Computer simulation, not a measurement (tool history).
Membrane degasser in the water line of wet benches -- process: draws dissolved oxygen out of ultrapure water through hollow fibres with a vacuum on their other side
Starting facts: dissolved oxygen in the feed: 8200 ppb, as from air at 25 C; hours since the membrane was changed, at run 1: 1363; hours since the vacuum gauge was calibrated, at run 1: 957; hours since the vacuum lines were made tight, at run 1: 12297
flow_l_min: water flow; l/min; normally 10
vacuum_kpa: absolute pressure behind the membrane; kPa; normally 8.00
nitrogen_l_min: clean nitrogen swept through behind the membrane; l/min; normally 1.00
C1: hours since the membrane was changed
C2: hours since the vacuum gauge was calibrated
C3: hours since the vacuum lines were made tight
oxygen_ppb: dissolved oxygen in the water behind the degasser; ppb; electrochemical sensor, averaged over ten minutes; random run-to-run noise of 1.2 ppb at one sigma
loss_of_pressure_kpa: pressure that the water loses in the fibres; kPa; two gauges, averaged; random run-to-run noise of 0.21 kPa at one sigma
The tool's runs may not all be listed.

Run 1, hour 0.0: usual settings; C1 1363; C2 957; C3 12297. Result: oxygen_ppb 125.5 ppb, loss_of_pressure_kpa 48.38 kPa.
Run 2, hour 104.4: usual settings; C1 1468; C2 1061; C3 12401. Result: oxygen_ppb 126.9 ppb, loss_of_pressure_kpa 48.45 kPa.
Run 3, hour 206.4: usual settings but flow_l_min 8 l/min; C1 1570; C2 1163; C3 12503. Result: oxygen_ppb 96.1 ppb, loss_of_pressure_kpa 38.58 kPa.
Run 4, hour 310.9: usual settings but flow_l_min 8 l/min; C1 1674; C2 1268; C3 12608. Result: oxygen_ppb 97.0 ppb, loss_of_pressure_kpa 38.59 kPa.
Run 5, hour 398.2: usual settings; C1 1762; C2 1355; C3 12695. Result: oxygen_ppb 126.8 ppb, loss_of_pressure_kpa 48.43 kPa.
Run 6, hour 470.3: usual settings; C1 1834; C2 1427; C3 12767. Result: oxygen_ppb 122.5 ppb, loss_of_pressure_kpa 48.17 kPa.
Run 7, hour 549.9: usual settings but flow_l_min 15 l/min; C1 1913; C2 1507; C3 12847. Result: oxygen_ppb 209.3 ppb, loss_of_pressure_kpa 72.62 kPa.
Run 8, hour 670.9: usual settings but flow_l_min 15 l/min, vacuum_kpa 16.19 kPa; C1 2034; C2 1628; C3 12968. Result: oxygen_ppb 461.5 ppb, loss_of_pressure_kpa 73.19 kPa.
At hour 720.0: seals of the vacuum lines changed.
Run 9, hour 783.4: usual settings but flow_l_min 15 l/min, vacuum_kpa 16.19 kPa; C1 2145; C2 1738; C3 63. Result: oxygen_ppb 466.3 ppb, loss_of_pressure_kpa 73.36 kPa.
Run 10, hour 869.1: usual settings but flow_l_min 15 l/min; C1 2231; C2 1824; C3 149. Result: oxygen_ppb 206.2 ppb, loss_of_pressure_kpa 73.25 kPa.
Run 11, hour 967.5: usual settings but flow_l_min 15 l/min; C1 2329; C2 1922; C3 247. Result: oxygen_ppb 203.3 ppb, loss_of_pressure_kpa 73.17 kPa.
Run 12, hour 1025.3: usual settings but nitrogen_l_min 1.44 l/min; C1 2387; C2 1980; C3 305. Result: oxygen_ppb 92.8 ppb, loss_of_pressure_kpa 48.70 kPa.
Run 13, hour 1133.9: usual settings but nitrogen_l_min 1.44 l/min; C1 2495; C2 2089; C3 414. Result: oxygen_ppb 92.4 ppb, loss_of_pressure_kpa 49.09 kPa.
Run 14, hour 1245.5: usual settings but nitrogen_l_min 1.44 l/min; C1 2607; C2 2200; C3 525. Result: oxygen_ppb 92.0 ppb, loss_of_pressure_kpa 48.85 kPa.
Run 15, hour 1340.2: usual settings but nitrogen_l_min 1.44 l/min; C1 2702; C2 2295; C3 620. Result: oxygen_ppb 92.3 ppb, loss_of_pressure_kpa 49.35 kPa.
Run 16, hour 1436.1: usual settings but nitrogen_l_min 1.44 l/min; C1 2798; C2 2391; C3 716. Result: oxygen_ppb 93.4 ppb, loss_of_pressure_kpa 49.00 kPa.
Run 17, hour 1507.2: usual settings but nitrogen_l_min 1.36 l/min; C1 2869; C2 2462; C3 787. Result: oxygen_ppb 94.6 ppb, loss_of_pressure_kpa 49.14 kPa.
Run 18, hour 1596.1: usual settings but nitrogen_l_min 1.36 l/min; C1 2958; C2 2551; C3 876. Result: oxygen_ppb 98.2 ppb, loss_of_pressure_kpa 49.40 kPa.
Run 19, hour 1650.7: usual settings but flow_l_min 6 l/min, nitrogen_l_min 0.44 l/min; C1 3012; C2 2606; C3 931. Result: oxygen_ppb 152.3 ppb, loss_of_pressure_kpa 29.43 kPa.
Run 20, hour 1730.6: usual settings but flow_l_min 6 l/min, nitrogen_l_min 0.44 l/min; C1 3092; C2 2685; C3 1011. Result: oxygen_ppb 150.8 ppb, loss_of_pressure_kpa 29.57 kPa.
At hour 1770.9: gauge calibrated.
Run 21, hour 1786.7: usual settings but flow_l_min 14 l/min, nitrogen_l_min 0.96 l/min; C1 3148; C2 2742; C3 1067. Result: oxygen_ppb 194.0 ppb, loss_of_pressure_kpa 67.68 kPa.
Run 22, hour 1846.1: usual settings but flow_l_min 14 l/min, nitrogen_l_min 0.41 l/min; C1 3208; C2 2801; C3 1126. Result: oxygen_ppb 357.8 ppb, loss_of_pressure_kpa 67.86 kPa.
Run 23, hour 1943.0: usual settings but flow_l_min 12 l/min, vacuum_kpa 13.97 kPa, nitrogen_l_min 1.33 l/min; C1 3304; C2 2898; C3 1223. Result: oxygen_ppb 247.9 ppb, loss_of_pressure_kpa 58.21 kPa.
Run 24, hour 2027.1: usual settings but flow_l_min 7 l/min, vacuum_kpa 13.97 kPa, nitrogen_l_min 1.23 l/min; C1 3389; C2 2982; C3 1307. Result: oxygen_ppb 150.0 ppb, loss_of_pressure_kpa 33.43 kPa.
Run 25, hour 2150.2: usual settings but flow_l_min 12 l/min, vacuum_kpa 8.04 kPa, nitrogen_l_min 1.23 l/min; C1 3512; C2 3105; C3 1430. Result: oxygen_ppb 132.8 ppb, loss_of_pressure_kpa 58.50 kPa.
Run 26, hour 2273.5: usual settings but flow_l_min 13 l/min, vacuum_kpa 15.78 kPa, nitrogen_l_min 1.23 l/min; C1 3635; C2 3228; C3 1554. Result: oxygen_ppb 330.8 ppb, loss_of_pressure_kpa 63.42 kPa.
Run 27, hour 2390.6: usual settings but flow_l_min 16 l/min, vacuum_kpa 7.39 kPa, nitrogen_l_min 0.44 l/min; C1 3752; C2 3345; C3 1671. Result: oxygen_ppb 359.9 ppb, loss_of_pressure_kpa 77.51 kPa.
Run 28, hour 2474.3: usual settings but flow_l_min 16 l/min, vacuum_kpa 14.26 kPa, nitrogen_l_min 0.44 l/min; C1 3836; C2 3429; C3 1754. Result: oxygen_ppb 795.5 ppb, loss_of_pressure_kpa 77.89 kPa.
Run 29, hour 2577.3: usual settings but flow_l_min 11 l/min, vacuum_kpa 6.80 kPa, nitrogen_l_min 2.18 l/min; C1 3939; C2 3532; C3 1857. Result: oxygen_ppb 60.8 ppb, loss_of_pressure_kpa 53.46 kPa.
Run 30, hour 2653.9: usual settings but flow_l_min 11 l/min, vacuum_kpa 6.80 kPa, nitrogen_l_min 2.18 l/min; C1 4015; C2 3609; C3 1934. Result: oxygen_ppb 60.4 ppb, loss_of_pressure_kpa 53.68 kPa.
Run 31, hour 2763.5: usual settings but flow_l_min 7 l/min, vacuum_kpa 6.80 kPa, nitrogen_l_min 2.38 l/min; C1 4125; C2 3718; C3 2043. Result: oxygen_ppb 29.0 ppb, loss_of_pressure_kpa 34.24 kPa.

Table of differences, measured result less the result of that run with no hidden state. Run-to-run variation is the same in both. Gauge scatter possibly is not:
Hidden state present: membrane still open, %; true pressure behind the membrane over the reading, kPa; air that leaks in behind the membrane, l/min; drift of the gauge itself on oxygen_ppb, %; drift of the gauge itself on loss_of_pressure_kpa, %.
run  loss_of_pressure_kpa
  1                 +0.01
  2                 +0.08
  3                 +0.12
  4                 +0.18
  5                 +0.29
  6                 +0.34
  7                 +0.60
  8                 +0.72
  9                 +0.84
 10                 +0.93
 11                 +1.04
 12                 +0.74
 13                 +0.81
 14                 +0.89
 15                 +0.96
 16                 +1.02
 17                 +1.07
 18                 +1.14
 19                 +0.71
 20                 +0.74
 21                 +0.03
 22                 +0.10
 23                 +0.17
 24                 +0.13
 25                 +0.35
 26                 +0.48
 27                 +0.73
 28                 +0.83
 29                 +0.65
 30                 +0.71
 31                 +0.50
For oxygen_ppb, the value without the hidden state is never more than 0.4 ppb from the measured value.

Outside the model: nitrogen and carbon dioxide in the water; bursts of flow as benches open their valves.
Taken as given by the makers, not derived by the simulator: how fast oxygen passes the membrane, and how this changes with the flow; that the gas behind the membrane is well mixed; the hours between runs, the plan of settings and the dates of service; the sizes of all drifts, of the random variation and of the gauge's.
